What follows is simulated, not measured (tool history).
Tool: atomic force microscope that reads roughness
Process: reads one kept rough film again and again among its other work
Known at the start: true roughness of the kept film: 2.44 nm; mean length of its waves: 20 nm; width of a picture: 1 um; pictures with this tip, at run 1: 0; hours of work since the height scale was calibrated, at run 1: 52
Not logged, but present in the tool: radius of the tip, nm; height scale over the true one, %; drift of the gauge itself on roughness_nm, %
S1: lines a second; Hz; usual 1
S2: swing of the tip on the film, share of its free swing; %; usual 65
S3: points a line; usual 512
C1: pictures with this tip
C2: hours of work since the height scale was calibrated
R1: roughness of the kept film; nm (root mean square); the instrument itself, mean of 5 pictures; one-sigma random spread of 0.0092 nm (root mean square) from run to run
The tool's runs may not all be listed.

{"run": 1, "hour": 0.0, "S1": 1, "S2": 65, "S3": 512, "C1": 0, "C2": 52, "R1": 2.064}
{"run": 2, "hour": 42.1, "S1": 1, "S2": 83, "S3": 512, "C1": 77, "C2": 76, "R1": 1.877}
{"run": 3, "hour": 63.6, "S1": 1, "S2": 65, "S3": 512, "C1": 117, "C2": 89, "R1": 1.982}
{"run": 4, "hour": 84.9, "S1": 1, "S2": 65, "S3": 512, "C1": 156, "C2": 101, "R1": 1.946}
{"run": 5, "hour": 104.6, "S1": 1, "S2": 65, "S3": 512, "C1": 192, "C2": 112, "R1": 1.911}
{"run": 6, "hour": 127.6, "S1": 1, "S2": 65, "S3": 512, "C1": 235, "C2": 125, "R1": 1.916}
{"run": 7, "hour": 152.6, "S1": 1, "S2": 65, "S3": 512, "C1": 281, "C2": 139, "R1": 1.876}
{"run": 8, "hour": 176.6, "S1": 1, "S2": 65, "S3": 460, "C1": 325, "C2": 153, "R1": 1.852}
{"run": 9, "hour": 203.5, "S1": 1.58, "S2": 65, "S3": 512, "C1": 374, "C2": 168, "R1": 1.771}
{"hour": 217.7, "done": "new tip fitted"}
{"run": 10, "hour": 225.8, "S1": 1, "S2": 65, "S3": 512, "C1": 15, "C2": 181, "R1": 2.058}
{"run": 11, "hour": 249.4, "S1": 1, "S2": 65, "S3": 512, "C1": 58, "C2": 194, "R1": 2.036}
{"run": 12, "hour": 298.2, "S1": 1, "S2": 65, "S3": 512, "C1": 148, "C2": 222, "R1": 1.962}
{"hour": 302.2, "done": "height scale calibrated on a step standard"}
{"run": 13, "hour": 345.6, "S1": 1, "S2": 65, "S3": 512, "C1": 233, "C2": 25, "R1": 1.914}
{"run": 14, "hour": 392.3, "S1": 1, "S2": 65, "S3": 512, "C1": 319, "C2": 51, "R1": 1.85}
{"run": 15, "hour": 413.1, "S1": 1, "S2": 65, "S3": 512, "C1": 357, "C2": 63, "R1": 1.834}
{"hour": 427.4, "done": "height scale calibrated on a step standard, once more"}
{"hour": 439.4, "done": "new tip fitted"}
{"run": 16, "hour": 439.4, "S1": 1, "S2": 65, "S3": 624, "C1": 0, "C2": 7, "R1": 2.076}
{"run": 17, "hour": 465.5, "S1": 1, "S2": 88, "S3": 512, "C1": 48, "C2": 21, "R1": 1.86}
{"run": 18, "hour": 488.3, "S1": 1, "S2": 88, "S3": 512, "C1": 90, "C2": 34, "R1": 1.837}
{"run": 19, "hour": 528.9, "S1": 1, "S2": 65, "S3": 512, "C1": 165, "C2": 58, "R1": 1.946}
{"run": 20, "hour": 572.2, "S1": 1.75, "S2": 65, "S3": 512, "C1": 244, "C2": 82, "R1": 1.837}

For run 21, what comes out?
{"run": 21, "hour": 617.8, "S1": 1, "S2": 65, "S3": 512, "C1": 328, "C2": 108, "R1": "?"}

Run 21 produced R1 1.831 nm (root mean square).
Take away the tool's hidden state, keep the run-to-run variation as it was, and the same run would have given R1 2.05 nm (root mean square).
